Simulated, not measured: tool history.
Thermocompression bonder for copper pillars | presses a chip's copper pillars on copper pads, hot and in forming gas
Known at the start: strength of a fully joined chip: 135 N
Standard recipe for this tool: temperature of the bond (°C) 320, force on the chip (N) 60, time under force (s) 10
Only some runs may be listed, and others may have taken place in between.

run	hour	temperature of the bond (°C)	force on the chip (N)	time under force (s)	force that shears a chip off (N)
1	0.0	320	60	10	80.1
# hour 80.6: forming gas filter changed
2	99.9	320	60	23	100.2
3	164.3	347	60	10	97.0
4	243.4	347	60	10	98.1
5	342.9	347	60	10	97.0
6	416.2	320	60	10	82.0
# hour 483.9: forming gas filter changed
7	497.2	320	63	10	84.1
8	578.8	320	63	10	83.7
9	660.5	320	44	10	68.6
# hour 722.2: force cell calibrated
10	723.0	320	44	10	68.6
11	791.0	320	44	10	68.4
# hour 865.5: heater calibrated with a thermocouple chip
12	887.1	303	60	10	72.3
# hour 895.2: forming gas filter changed
13	928.8	303	60	10	71.3
14	997.6	297	60	8	62.8
15	1049.5	334	50	13	89.2
16	1121.7	317	50	10	72.2
17	1194.5	317	50	10	73.7
18	1243.6	320	60	7	72.6
# hour 1298.9: forming gas filter changed
19	1324.2	332	60	5	71.6
20	1413.9	324	60	21	102.8
21	1499.0	308	78	10	86.1
22	1592.7	335	60	16	103.0
23	1646.7	325	77	10	95.7
# hour 1702.5: forming gas filter changed
24	1713.0	341	75	21	119.0
25	1767.7	299	63	8	65.8
# hour 1851.5: heater calibrated with a thermocouple chip
26	1851.5	299	63	8	67.3

Each row is a separate what-if for the run after 26, all from the same tool condition, not one after another. Results?
A	1940.3	320	40	10	?
B	1940.3	336	63	29	?
C	1940.3	299	78	7	?
D	1940.3	320	37	19	?

run	force that shears a chip off (N)
A	65.8
B	116.6
C	71.8
D	79.1
Had the tool no hidden state, the same runs would have come out as:
run	force that shears a chip off (N)
A	65.9
B	116.7
C	71.9
D	79.2
